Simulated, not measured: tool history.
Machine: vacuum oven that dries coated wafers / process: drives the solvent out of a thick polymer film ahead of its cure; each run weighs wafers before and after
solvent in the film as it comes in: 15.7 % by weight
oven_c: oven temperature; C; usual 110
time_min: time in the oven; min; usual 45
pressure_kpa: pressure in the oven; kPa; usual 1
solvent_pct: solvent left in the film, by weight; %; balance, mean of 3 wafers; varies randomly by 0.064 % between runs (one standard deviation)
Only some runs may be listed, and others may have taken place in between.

Run 1, hour 0: usual settings. Result: solvent_pct 3.97 %.
Run 2, hour 20.5: usual settings but time_min 63 min. Result: solvent_pct 2.92 %.
Run 3, hour 48.6: usual settings but time_min 63 min. Result: solvent_pct 2.84 %.
Run 4, hour 72.6: usual settings but time_min 63 min. Result: solvent_pct 2.87 %.
Run 5, hour 94: usual settings but oven_c 104 C. Result: solvent_pct 5.77 %.
Run 6, hour 128.7: usual settings but oven_c 104 C. Result: solvent_pct 5.72 %.
Run 7, hour 153.6: usual settings but oven_c 104 C. Result: solvent_pct 5.68 %.
Run 8, hour 190.8: usual settings but oven_c 103 C, time_min 38 min, pressure_kpa 3.24 kPa. Result: solvent_pct 8.96 %.
Run 9, hour 219.3: usual settings. Result: solvent_pct 4.04 %.
Run 10, hour 239.2: usual settings but time_min 66 min, pressure_kpa 3.03 kPa. Result: solvent_pct 4.97 %.

Below are 3 alternative next runs, each starting from the tool's condition after run 10. Predict each:
Run A, hour 260.3: usual settings but oven_c 114 C, time_min 27 min, pressure_kpa 1.28 kPa. Result: solvent_pct ?.
Run B, hour 260.3: usual settings but oven_c 100 C, pressure_kpa 3.24 kPa. Result: solvent_pct ?.
Run C, hour 260.3: usual settings but oven_c 111 C, time_min 79 min, pressure_kpa 3.59 kPa. Result: solvent_pct ?.

run  solvent_pct
  A         5.31
  B         9.37
  C         4.96
Without the tool's hidden state the same runs would have given:
run  solvent_pct
  A         5.27
  B         9.27
  C         4.81

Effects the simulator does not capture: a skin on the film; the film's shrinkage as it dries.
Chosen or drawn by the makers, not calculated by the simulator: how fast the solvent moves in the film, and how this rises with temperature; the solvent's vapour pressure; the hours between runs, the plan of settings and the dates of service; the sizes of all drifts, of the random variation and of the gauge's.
